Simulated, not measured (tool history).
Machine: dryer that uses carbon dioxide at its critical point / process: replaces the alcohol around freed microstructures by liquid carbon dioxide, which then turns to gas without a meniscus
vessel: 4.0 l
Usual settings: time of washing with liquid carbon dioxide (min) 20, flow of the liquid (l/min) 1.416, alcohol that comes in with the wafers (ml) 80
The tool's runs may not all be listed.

| run | day | time of washing with liquid carbon dioxide (min) | flow of the liquid (l/min) | alcohol that comes in with the wafers (ml) | alcohol left in the vessel before it's heated (ppm by volume) |
|---|---|---|---|---|---|
| 1 | 0.000 | 20 | 1.416 | 80 | 168 |
| 2 | 2.525 | 20 | 2.220 | 80 | 74 |
| 3 | 3.712 | 20 | 2.220 | 80 | 75 |
| 4 | 5.779 | 20 | 2.220 | 80 | 78 |
|  | 7.400 | inlet filter changed |
| 5 | 7.400 | 20 | 2.220 | 80 | 72 |
| 6 | 8.567 | 20 | 1.380 | 80 | 176 |
| 7 | 10.633 | 20 | 1.416 | 80 | 190 |
| 8 | 11.812 | 20 | 1.416 | 80 | 204 |
| 9 | 12.954 | 20 | 1.416 | 80 | 211 |
| 10 | 14.471 | 20 | 1.416 | 80 | 250 |
| 11 | 16.867 | 20 | 1.416 | 80 | 271 |
|  | 17.279 | inlet filter changed |
| 12 | 18.871 | 20 | 1.416 | 80 | 185 |
|  | 19.179 | purifier's bed changed |
| 13 | 20.604 | 20 | 1.416 | 80 | 125 |
| 14 | 22.088 | 20 | 1.416 | 80 | 128 |
| 15 | 24.258 | 20 | 1.416 | 80 | 174 |
| 16 | 26.629 | 13 | 1.416 | 112 | 1382 |
|  | 27.325 | inlet filter changed |
| 17 | 28.642 | 13 | 1.416 | 112 | 874 |
| 18 | 30.212 | 13 | 1.440 | 112 | 871 |
| 19 | 32.700 | 23 | 1.190 | 48 | 118 |
| 20 | 34.850 | 23 | 1.190 | 48 | 134 |
| 21 | 36.862 | 23 | 1.190 | 48 | 156 |
|  | 37.246 | inlet filter changed |
| 22 | 38.192 | 14 | 1.020 | 34 | 601 |
| 23 | 39.708 | 19 | 0.950 | 58 | 557 |
| 24 | 41.779 | 23 | 1.416 | 80 | 101 |
| 25 | 44.121 | 23 | 2.410 | 80 | 45 |
| 26 | 45.358 | 27 | 1.100 | 37 | 107 |
|  | 47.158 | inlet filter changed |
| 27 | 47.912 | 13 | 1.440 | 59 | 467 |
| 28 | 49.958 | 13 | 1.440 | 59 | 522 |
| 29 | 51.283 | 20 | 2.280 | 25 | 58 |
| 30 | 52.662 | 32 | 0.850 | 25 | 107 |

Forecast each of these 4 alternatives for the next run:
| A | 54.679 | 20 | 1.740 | 80 | ? |
| B | 54.679 | 20 | 1.860 | 80 | ? |
| C | 54.679 | 20 | 1.760 | 42 | ? |
| D | 54.679 | 20 | 1.416 | 84 | ? |

| run | alcohol left in the vessel before it's heated (ppm by volume) |
|---|---|
| A | 119 |
| B | 86 |
| C | 85 |
| D | 228 |
Without the tool's hidden state the same runs would have given:
| run | alcohol left in the vessel before it's heated (ppm by volume) |
|---|---|
| A | 33 |
| B | 11 |
| C | 18 |
| D | 90 |

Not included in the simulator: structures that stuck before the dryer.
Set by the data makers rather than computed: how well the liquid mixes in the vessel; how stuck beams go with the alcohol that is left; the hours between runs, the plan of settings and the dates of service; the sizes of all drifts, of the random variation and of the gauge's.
